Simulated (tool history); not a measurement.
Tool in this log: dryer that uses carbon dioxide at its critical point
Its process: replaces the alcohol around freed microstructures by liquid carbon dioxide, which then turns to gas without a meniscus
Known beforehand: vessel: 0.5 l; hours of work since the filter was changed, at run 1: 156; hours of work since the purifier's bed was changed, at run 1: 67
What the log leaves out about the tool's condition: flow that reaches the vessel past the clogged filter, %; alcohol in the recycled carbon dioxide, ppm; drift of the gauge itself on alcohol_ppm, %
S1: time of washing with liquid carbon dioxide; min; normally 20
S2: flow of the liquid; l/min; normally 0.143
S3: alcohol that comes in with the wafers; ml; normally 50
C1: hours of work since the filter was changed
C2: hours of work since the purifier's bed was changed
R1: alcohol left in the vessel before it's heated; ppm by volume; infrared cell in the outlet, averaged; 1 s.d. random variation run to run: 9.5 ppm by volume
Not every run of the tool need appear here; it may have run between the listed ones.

{"run": 1, "day": 0.0, "S1": 20, "S2": 0.143, "S3": 50, "C1": 156, "C2": 67, "R1": 757}
{"run": 2, "day": 2.475, "S1": 20, "S2": 0.143, "S3": 50, "C1": 190, "C2": 101, "R1": 809}
{"run": 3, "day": 3.992, "S1": 20, "S2": 0.092, "S3": 50, "C1": 210, "C2": 122, "R1": 4398}
{"run": 4, "day": 5.708, "S1": 20, "S2": 0.092, "S3": 50, "C1": 234, "C2": 145, "R1": 4597}
{"run": 5, "day": 6.996, "S1": 20, "S2": 0.143, "S3": 51, "C1": 251, "C2": 163, "R1": 906}
{"run": 6, "day": 9.75, "S1": 20, "S2": 0.143, "S3": 51, "C1": 289, "C2": 200, "R1": 1017}
{"run": 7, "day": 11.221, "S1": 20, "S2": 0.143, "S3": 51, "C1": 309, "C2": 220, "R1": 1021}
{"run": 8, "day": 13.812, "S1": 20, "S2": 0.217, "S3": 50, "C1": 345, "C2": 256, "R1": 192}
{"run": 9, "day": 16.321, "S1": 20, "S2": 0.217, "S3": 50, "C1": 379, "C2": 290, "R1": 224}
{"run": 10, "day": 18.412, "S1": 22, "S2": 0.217, "S3": 50, "C1": 408, "C2": 319, "R1": 172}
{"day": 19.512, "done": "inlet filter changed"}
{"run": 11, "day": 20.85, "S1": 22, "S2": 0.217, "S3": 50, "C1": 18, "C2": 351, "R1": 156}
{"run": 12, "day": 22.338, "S1": 20, "S2": 0.187, "S3": 50, "C1": 39, "C2": 372, "R1": 269}
{"run": 13, "day": 23.992, "S1": 20, "S2": 0.187, "S3": 50, "C1": 61, "C2": 394, "R1": 278}
{"run": 14, "day": 26.021, "S1": 20, "S2": 0.187, "S3": 50, "C1": 89, "C2": 422, "R1": 309}
{"run": 15, "day": 27.467, "S1": 30, "S2": 0.143, "S3": 50, "C1": 109, "C2": 442, "R1": 231}
{"run": 16, "day": 29.042, "S1": 30, "S2": 0.143, "S3": 50, "C1": 130, "C2": 464, "R1": 233}
{"run": 17, "day": 30.292, "S1": 30, "S2": 0.143, "S3": 50, "C1": 147, "C2": 481, "R1": 256}
{"run": 18, "day": 31.7, "S1": 20, "S2": 0.143, "S3": 33, "C1": 167, "C2": 500, "R1": 687}
{"run": 19, "day": 34.417, "S1": 20, "S2": 0.143, "S3": 33, "C1": 204, "C2": 537, "R1": 737}
{"run": 20, "day": 35.625, "S1": 20, "S2": 0.143, "S3": 50, "C1": 220, "C2": 554, "R1": 999}
{"run": 21, "day": 37.05, "S1": 18, "S2": 0.127, "S3": 37, "C1": 240, "C2": 573, "R1": 1824}
{"run": 22, "day": 38.483, "S1": 32, "S2": 0.115, "S3": 21, "C1": 259, "C2": 593, "R1": 310}
{"run": 23, "day": 39.738, "S1": 15, "S2": 0.174, "S3": 50, "C1": 277, "C2": 610, "R1": 1572}
{"run": 24, "day": 41.442, "S1": 15, "S2": 0.174, "S3": 50, "C1": 300, "C2": 633, "R1": 1675}
{"day": 43.292, "done": "purifier's bed changed"}
{"run": 25, "day": 43.767, "S1": 16, "S2": 0.114, "S3": 27, "C1": 330, "C2": 7, "R1": 2810}
{"run": 26, "day": 45.008, "S1": 22, "S2": 0.121, "S3": 29, "C1": 347, "C2": 24, "R1": 788}
{"run": 27, "day": 47.704, "S1": 20, "S2": 0.107, "S3": 31, "C1": 384, "C2": 60, "R1": 2059}
{"run": 28, "day": 49.246, "S1": 20, "S2": 0.107, "S3": 31, "C1": 405, "C2": 81, "R1": 2161}
{"day": 50.525, "done": "inlet filter changed"}
{"run": 29, "day": 51.867, "S1": 20, "S2": 0.107, "S3": 31, "C1": 18, "C2": 117, "R1": 1385}
{"run": 30, "day": 54.392, "S1": 20, "S2": 0.13, "S3": 72, "C1": 53, "C2": 151, "R1": 1478}
{"run": 31, "day": 57.204, "S1": 20, "S2": 0.173, "S3": 50, "C1": 91, "C2": 190, "R1": 314}
{"run": 32, "day": 59.9, "S1": 20, "S2": 0.113, "S3": 71, "C1": 128, "C2": 227, "R1": 2886}
{"run": 33, "day": 62.746, "S1": 20, "S2": 0.199, "S3": 28, "C1": 167, "C2": 266, "R1": 163}
{"run": 34, "day": 64.162, "S1": 20, "S2": 0.199, "S3": 28, "C1": 187, "C2": 285, "R1": 186}
{"run": 35, "day": 66.312, "S1": 17, "S2": 0.199, "S3": 39, "C1": 216, "C2": 314, "R1": 389}
{"run": 36, "day": 69.004, "S1": 17, "S2": 0.199, "S3": 39, "C1": 253, "C2": 351, "R1": 428}
{"run": 37, "day": 70.992, "S1": 17, "S2": 0.199, "S3": 39, "C1": 280, "C2": 378, "R1": 467}
{"run": 38, "day": 73.504, "S1": 20, "S2": 0.219, "S3": 71, "C1": 314, "C2": 413, "R1": 281}
{"run": 39, "day": 75.858, "S1": 20, "S2": 0.219, "S3": 71, "C1": 346, "C2": 445, "R1": 299}
{"run": 40, "day": 77.429, "S1": 20, "S2": 0.101, "S3": 71, "C1": 368, "C2": 466, "R1": 5717}

What would each run have given without the hidden state, its run-to-run variation left as it was?
run=1 R1=554
run=2 R1=545
run=3 R1=3388
run=4 R1=3445
run=5 R1=537
run=6 R1=555
run=7 R1=532
run=8 R1=41
run=9 R1=44
run=10 R1=14
run=11 R1=21
run=12 R1=112
run=13 R1=113
run=14 R1=117
run=15 R1=48
run=16 R1=41
run=17 R1=54
run=18 R1=367
run=19 R1=370
run=20 R1=533
run=21 R1=1134
run=22 R1=49
run=23 R1=849
run=24 R1=875
run=25 R1=1929
run=26 R1=440
run=27 R1=1215
run=28 R1=1239
run=29 R1=1274
run=30 R1=1267
run=31 R1=191
run=32 R1=2290
run=33 R1=37
run=34 R1=49
run=35 R1=166
run=36 R1=170
run=37 R1=175
run=38 R1=54
run=39 R1=50
run=40 R1=3443
